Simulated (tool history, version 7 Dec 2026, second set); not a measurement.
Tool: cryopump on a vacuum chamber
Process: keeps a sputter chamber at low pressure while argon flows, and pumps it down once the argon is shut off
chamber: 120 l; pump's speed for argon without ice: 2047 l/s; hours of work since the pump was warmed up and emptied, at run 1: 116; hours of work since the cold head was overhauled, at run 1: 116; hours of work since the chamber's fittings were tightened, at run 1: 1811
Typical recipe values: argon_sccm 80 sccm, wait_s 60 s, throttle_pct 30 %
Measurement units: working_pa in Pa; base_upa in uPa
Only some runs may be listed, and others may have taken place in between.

run	hour	argon_sccm	wait_s	throttle_pct	hours of work since the pump was warmed up and emptied	hours of work since the cold head was overhauled	hours of work since the chamber's fittings were tightened	working_pa	base_upa
1	0	80	60	30	116	116	1811	0.2232	1.38
2	9.2	80	60	30	122	122	1817	0.224	1.4
3	17.2	80	60	30	126	126	1822	0.2242	1.45
4	28	80	60	30	133	133	1828	0.2224	1.41
5	34.6	80	60	30	137	137	1832	0.2252	1.37
6	46.5	80	60	30	144	144	1839	0.2232	1.43
7	61.4	80	60	30	153	153	1848	0.2245	1.4
8	70.1	80	60	30	158	158	1853	0.2233	1.39
9	82.5	80	60	30	165	165	1860	0.2236	1.39
10	89.7	70	60	25	169	169	1864	0.2345	1.45
11	98.7	35	39	19	174	174	1870	0.1539	2.06
12	113	35	39	19	183	183	1878	0.1536	2
13	123.7	41	60	43	189	189	1884	0.0806	1.38
14	138.3	73	47	21	198	198	1893	0.2918	1.78
15	152.6	73	47	21	206	206	1901	0.2919	1.7
16	162.5	113	30	21	212	212	1907	0.4538	2.51
17	173	79	22	36	218	218	1913	0.1865	3.32
18	188.3	79	22	36	227	227	1922	0.1858	3.37

Alternative continuations, all from the tool just after run 18; predict every row:
A	200.2	65	60	30	234	234	1929	?	?
B	200.2	66	22	35	234	234	1929	?	?
C	200.2	47	22	36	234	234	1929	?	?
D	200.2	101	24	30	234	234	1929	?	?

run	working_pa	base_upa
A	0.1849	1.42
B	0.1586	3.37
C	0.111	3.43
D	0.2861	3.06
What these runs would have given with no unlogged condition in the tool:
run	working_pa	base_upa
A	0.1801	1.26
B	0.1538	3.22
C	0.1076	3.27
D	0.2787	2.9

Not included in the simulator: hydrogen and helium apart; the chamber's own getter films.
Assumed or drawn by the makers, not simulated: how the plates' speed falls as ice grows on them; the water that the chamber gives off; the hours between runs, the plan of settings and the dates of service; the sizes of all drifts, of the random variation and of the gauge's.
